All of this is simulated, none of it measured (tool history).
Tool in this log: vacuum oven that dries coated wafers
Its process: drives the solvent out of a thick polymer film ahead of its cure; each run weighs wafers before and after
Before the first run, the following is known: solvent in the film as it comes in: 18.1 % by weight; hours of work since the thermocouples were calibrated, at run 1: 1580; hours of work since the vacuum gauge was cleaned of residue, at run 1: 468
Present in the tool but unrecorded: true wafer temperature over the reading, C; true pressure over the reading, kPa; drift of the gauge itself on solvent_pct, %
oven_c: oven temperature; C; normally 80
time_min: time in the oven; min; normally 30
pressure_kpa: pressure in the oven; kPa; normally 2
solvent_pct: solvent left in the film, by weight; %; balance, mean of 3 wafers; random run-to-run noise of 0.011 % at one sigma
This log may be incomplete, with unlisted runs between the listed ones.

run   hour  oven_c  time_min  pressure_kpa  hours of work since the thermocouples were calibrated  hours of work since the vacuum gauge was cleaned of residue  solvent_pct
  1      0      80        30             2                                                   1580                                                          468         0.97
  2   38.1      80        30             2                                                   1598                                                          486            1
  3   80.1      80        30             2                                                   1618                                                          506         0.99
  4    101      80        30             2                                                   1628                                                          516            1
     107.1  -- oven's thermocouples calibrated
  5  130.6      80        30             2                                                     11                                                          529         0.99
  6  156.5      80        30             2                                                     23                                                          541            1
  7  182.4      80        30             2                                                     36                                                          554         1.01
  8  220.2      66        30             2                                                     54                                                          572         4.34
  9  246.3      80        30             2                                                     66                                                          584            1
 10  272.8      80        30             2                                                     79                                                          597         0.99
 11  305.6      80        30             2                                                     94                                                          612         1.01
 12  349.2      80        30             2                                                    115                                                          633            1
 13  371.3      80        37             2                                                    126                                                          643         0.71
 14  419.8      80        37             2                                                    149                                                          666          0.7
 15    455      65        35          1.74                                                    165                                                          683         3.87
 16  499.5      66        43          1.94                                                    186                                                          704         2.75
 17  524.3      81        33           5.7                                                    198                                                          716         1.57
 18  551.7      91        51          2.21                                                    211                                                          729         0.33
 19  592.3      81        18          1.73                                                    230                                                          748         2.15
 20  616.2      81        18          1.73                                                    242                                                          760         2.16
 21  642.5      81        39           5.2                                                    254                                                          772         1.28
 22    685      81        39           5.2                                                    275                                                          792         1.31
 23  730.2      81        39           5.2                                                    296                                                          814          1.3
 24  761.2      81        39           5.2                                                    311                                                          829         1.32
 25    791      69        31          2.79                                                    325                                                          843         3.45

Here are 3 independent what-if runs from the current tool condition. What would each one return?
  A  811.6      85        30             2                                                    335                                                          853            ?
  B  811.6      80        30          1.06                                                    335                                                          853            ?
  C  811.6      74        22          2.08                                                    335                                                          853            ?

run  solvent_pct
  A         0.56
  B          0.8
  C         3.25
What these runs would have given with no unlogged condition in the tool:
run  solvent_pct
  A         0.55
  B          0.8
  C         3.25

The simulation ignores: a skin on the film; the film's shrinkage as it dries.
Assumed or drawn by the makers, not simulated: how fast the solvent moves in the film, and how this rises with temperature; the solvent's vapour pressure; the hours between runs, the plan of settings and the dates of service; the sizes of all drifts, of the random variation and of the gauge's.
